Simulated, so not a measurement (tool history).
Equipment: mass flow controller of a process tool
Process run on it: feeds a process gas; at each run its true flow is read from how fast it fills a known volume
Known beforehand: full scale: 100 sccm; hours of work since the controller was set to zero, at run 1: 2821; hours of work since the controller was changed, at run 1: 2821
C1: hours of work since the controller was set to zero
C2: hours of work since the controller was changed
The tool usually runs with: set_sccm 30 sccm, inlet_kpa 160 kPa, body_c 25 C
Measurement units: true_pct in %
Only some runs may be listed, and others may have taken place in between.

Run 1, hour 0.0: usual settings; C1 2821; C2 2821. Result: true_pct 97.56 %.
Run 2, hour 181.4: usual settings; C1 2898; C2 2898. Result: true_pct 97.60 %.
Run 3, hour 333.6: usual settings but body_c 34 C; C1 2963; C2 2963. Result: true_pct 98.04 %.
Run 4, hour 546.6: usual settings but body_c 34 C; C1 3054; C2 3054. Result: true_pct 97.91 %.
Run 5, hour 655.3: usual settings but body_c 34 C; C1 3100; C2 3100. Result: true_pct 98.08 %.
Run 6, hour 851.8: usual settings but body_c 34 C; C1 3184; C2 3184. Result: true_pct 98.13 %.
Run 7, hour 967.6: usual settings; C1 3233; C2 3233. Result: true_pct 97.62 %.
Run 8, hour 1214.5: usual settings; C1 3338; C2 3338. Result: true_pct 97.73 %.
Run 9, hour 1449.1: usual settings; C1 3438; C2 3438. Result: true_pct 97.78 %.
Run 10, hour 1550.7: usual settings; C1 3482; C2 3482. Result: true_pct 97.85 %.
Run 11, hour 1708.7: usual settings; C1 3549; C2 3549. Result: true_pct 97.78 %.
Run 12, hour 1872.4: usual settings; C1 3619; C2 3619. Result: true_pct 97.92 %.
Run 13, hour 1977.6: usual settings; C1 3664; C2 3664. Result: true_pct 97.82 %.
Run 14, hour 2149.4: usual settings; C1 3737; C2 3737. Result: true_pct 97.78 %.
Run 15, hour 2345.2: usual settings; C1 3820; C2 3820. Result: true_pct 97.88 %.
Run 16, hour 2481.0: usual settings; C1 3878; C2 3878. Result: true_pct 97.97 %.
Run 17, hour 2601.4: usual settings but body_c 30 C; C1 3929; C2 3929. Result: true_pct 98.19 %.
Run 18, hour 2789.9: usual settings but body_c 30 C; C1 4010; C2 4010. Result: true_pct 98.28 %.
Run 19, hour 3033.1: usual settings but set_sccm 11 sccm, inlet_kpa 266 kPa, body_c 30 C; C1 4113; C2 4113. Result: true_pct 98.31 %.

Run 20, settings as shown, results not yet in. Your forecast:
Run 20, hour 3185.4: usual settings but set_sccm 34 sccm, inlet_kpa 185 kPa, body_c 35 C; C1 4178; C2 4178. Result: true_pct ?.

{"run 20": {"true_pct": 98.79}}
Without the tool's hidden state the same run would have given true_pct 98.18 %.
